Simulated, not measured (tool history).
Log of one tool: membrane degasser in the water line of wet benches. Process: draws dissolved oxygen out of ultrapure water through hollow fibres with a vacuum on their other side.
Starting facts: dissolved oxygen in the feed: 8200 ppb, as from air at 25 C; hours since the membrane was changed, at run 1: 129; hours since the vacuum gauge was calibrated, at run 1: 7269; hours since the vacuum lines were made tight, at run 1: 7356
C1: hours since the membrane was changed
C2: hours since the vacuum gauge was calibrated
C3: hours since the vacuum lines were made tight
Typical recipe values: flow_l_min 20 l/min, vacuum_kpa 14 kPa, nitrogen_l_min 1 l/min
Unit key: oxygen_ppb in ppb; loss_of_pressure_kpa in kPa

Run 1, hour 0: usual settings; C1 129; C2 7269; C3 7356. Result: oxygen_ppb 608.4 ppb, loss_of_pressure_kpa 32.65 kPa.
Run 2, hour 46.3: usual settings; C1 175; C2 7315; C3 7403. Result: oxygen_ppb 601.8 ppb, loss_of_pressure_kpa 32.81 kPa.
Run 3, hour 80.7: usual settings; C1 210; C2 7350; C3 7437. Result: oxygen_ppb 607.5 ppb, loss_of_pressure_kpa 32.77 kPa.
Run 4, hour 122.8: usual settings but vacuum_kpa 8.9 kPa; C1 252; C2 7392; C3 7479. Result: oxygen_ppb 396.8 ppb, loss_of_pressure_kpa 32.91 kPa.
Run 5, hour 160.2: usual settings but vacuum_kpa 8.9 kPa; C1 289; C2 7429; C3 7517. Result: oxygen_ppb 398.4 ppb, loss_of_pressure_kpa 32.92 kPa.
Run 6, hour 225.4: usual settings but vacuum_kpa 8.9 kPa; C1 355; C2 7494; C3 7582. Result: oxygen_ppb 405.3 ppb, loss_of_pressure_kpa 32.83 kPa.
Run 7, hour 276.9: usual settings but vacuum_kpa 8.9 kPa; C1 406; C2 7546; C3 7633. Result: oxygen_ppb 405 ppb, loss_of_pressure_kpa 32.41 kPa.
Run 8, hour 313.2: usual settings; C1 442; C2 7582; C3 7670. Result: oxygen_ppb 603.1 ppb, loss_of_pressure_kpa 32.6 kPa.
Run 9, hour 362.4: usual settings but vacuum_kpa 34.1 kPa; C1 491; C2 7631; C3 7719. Result: oxygen_ppb 1324 ppb, loss_of_pressure_kpa 32.56 kPa.
Run 10, hour 402.7: usual settings but vacuum_kpa 34.1 kPa; C1 532; C2 7672; C3 7759. Result: oxygen_ppb 1342.9 ppb, loss_of_pressure_kpa 32.63 kPa.
Run 11, hour 464.5: usual settings but flow_l_min 21 l/min; C1 594; C2 7733; C3 7821. Result: oxygen_ppb 632.9 ppb, loss_of_pressure_kpa 34.7 kPa.
Run 12, hour 505.5: usual settings but nitrogen_l_min 1.32 l/min; C1 635; C2 7774; C3 7862. Result: oxygen_ppb 513.5 ppb, loss_of_pressure_kpa 32.76 kPa.
Run 13, hour 559: usual settings but nitrogen_l_min 1.32 l/min; C1 688; C2 7828; C3 7915. Result: oxygen_ppb 511.8 ppb, loss_of_pressure_kpa 32.43 kPa.
Run 14, hour 621.5: usual settings; C1 751; C2 7890; C3 7978. Result: oxygen_ppb 615 ppb, loss_of_pressure_kpa 32.69 kPa.
Run 15, hour 686.6: usual settings but nitrogen_l_min 1.56 l/min; C1 816; C2 7956; C3 8043. Result: oxygen_ppb 467 ppb, loss_of_pressure_kpa 32.89 kPa.
Run 16, hour 745: usual settings; C1 874; C2 8014; C3 8101. Result: oxygen_ppb 614.8 ppb, loss_of_pressure_kpa 32.72 kPa.

Run 17 has not been measured yet. What should we expect?
Run 17, hour 799.4: usual settings but flow_l_min 19 l/min, vacuum_kpa 11.8 kPa, nitrogen_l_min 2.87 l/min; C1 929; C2 8068; C3 8156. Result: oxygen_ppb ?, loss_of_pressure_kpa ?.

{"run 17": {"oxygen_ppb": 281.7, "loss_of_pressure_kpa": 31.16}}
If the tool had no hidden condition, the same run with the same run-to-run variation would have returned oxygen_ppb 271.2 ppb, loss_of_pressure_kpa 30.95 kPa.

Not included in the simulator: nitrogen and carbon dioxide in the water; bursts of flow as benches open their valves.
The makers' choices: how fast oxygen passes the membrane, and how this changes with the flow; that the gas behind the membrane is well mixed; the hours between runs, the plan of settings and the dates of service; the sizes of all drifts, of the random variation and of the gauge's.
